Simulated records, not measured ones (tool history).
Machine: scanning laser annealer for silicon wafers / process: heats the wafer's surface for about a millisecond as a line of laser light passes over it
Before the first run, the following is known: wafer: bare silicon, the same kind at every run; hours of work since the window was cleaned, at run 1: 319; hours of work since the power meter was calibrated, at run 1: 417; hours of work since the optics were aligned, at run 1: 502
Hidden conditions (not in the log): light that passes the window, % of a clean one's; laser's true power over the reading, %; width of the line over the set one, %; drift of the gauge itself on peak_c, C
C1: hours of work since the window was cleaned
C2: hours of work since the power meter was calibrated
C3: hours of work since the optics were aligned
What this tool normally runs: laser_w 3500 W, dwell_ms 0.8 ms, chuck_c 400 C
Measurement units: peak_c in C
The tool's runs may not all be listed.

{"run": 1, "day": 0.0, "laser_w": 3500, "dwell_ms": 0.8, "chuck_c": 400, "C1": 319, "C2": 417, "C3": 502, "peak_c": 1111}
{"run": 2, "day": 0.604, "laser_w": 3500, "dwell_ms": 0.8, "chuck_c": 400, "C1": 330, "C2": 428, "C3": 513, "peak_c": 1110}
{"run": 3, "day": 0.908, "laser_w": 3687, "dwell_ms": 0.8, "chuck_c": 400, "C1": 336, "C2": 434, "C3": 519, "peak_c": 1155}
{"run": 4, "day": 1.204, "laser_w": 3687, "dwell_ms": 0.8, "chuck_c": 400, "C1": 342, "C2": 439, "C3": 525, "peak_c": 1153}
{"run": 5, "day": 1.838, "laser_w": 3687, "dwell_ms": 0.8, "chuck_c": 400, "C1": 353, "C2": 451, "C3": 536, "peak_c": 1147}
{"day": 2.012, "done": "laser's power meter calibrated"}
{"run": 6, "day": 2.496, "laser_w": 3687, "dwell_ms": 0.8, "chuck_c": 400, "C1": 363, "C2": 9, "C3": 546, "peak_c": 1151}
{"run": 7, "day": 3.096, "laser_w": 3848, "dwell_ms": 0.714, "chuck_c": 400, "C1": 375, "C2": 20, "C3": 558, "peak_c": 1149}
{"day": 3.633, "done": "laser's power meter calibrated, once more"}
{"run": 8, "day": 3.667, "laser_w": 3482, "dwell_ms": 0.893, "chuck_c": 374, "C1": 383, "C2": 1, "C3": 566, "peak_c": 1109}
{"run": 9, "day": 3.929, "laser_w": 3522, "dwell_ms": 0.85, "chuck_c": 413, "C1": 388, "C2": 6, "C3": 571, "peak_c": 1142}
{"run": 10, "day": 4.225, "laser_w": 3522, "dwell_ms": 0.85, "chuck_c": 413, "C1": 393, "C2": 11, "C3": 576, "peak_c": 1142}
{"run": 11, "day": 4.567, "laser_w": 3045, "dwell_ms": 0.8, "chuck_c": 409, "C1": 400, "C2": 17, "C3": 583, "peak_c": 1008}

Across each entry between runs, compare the hidden state at the last listed run before it with the hidden state at the first listed run after it:
In the gap between runs 5 and 6: laser's power meter calibrated (day 2.012)
  light that passes the window, % of a clean one's: 97.75 -> 97.7; laser's true power over the reading, %: -0.32 -> -0.52; width of the line over the set one, %: 2.2 -> 2.23
  difference, measured minus the result without the unlogged condition, peak_c: -35 -> -38 C
In the gap between runs 7 and 8: laser's power meter calibrated, once more (day 3.633)
  light that passes the window, % of a clean one's: 97.63 -> 97.58; laser's true power over the reading, %: -0.52 -> -0.33; width of the line over the set one, %: 2.27 -> 2.3
  difference, measured minus the result without the unlogged condition, peak_c: -38 -> -37 C
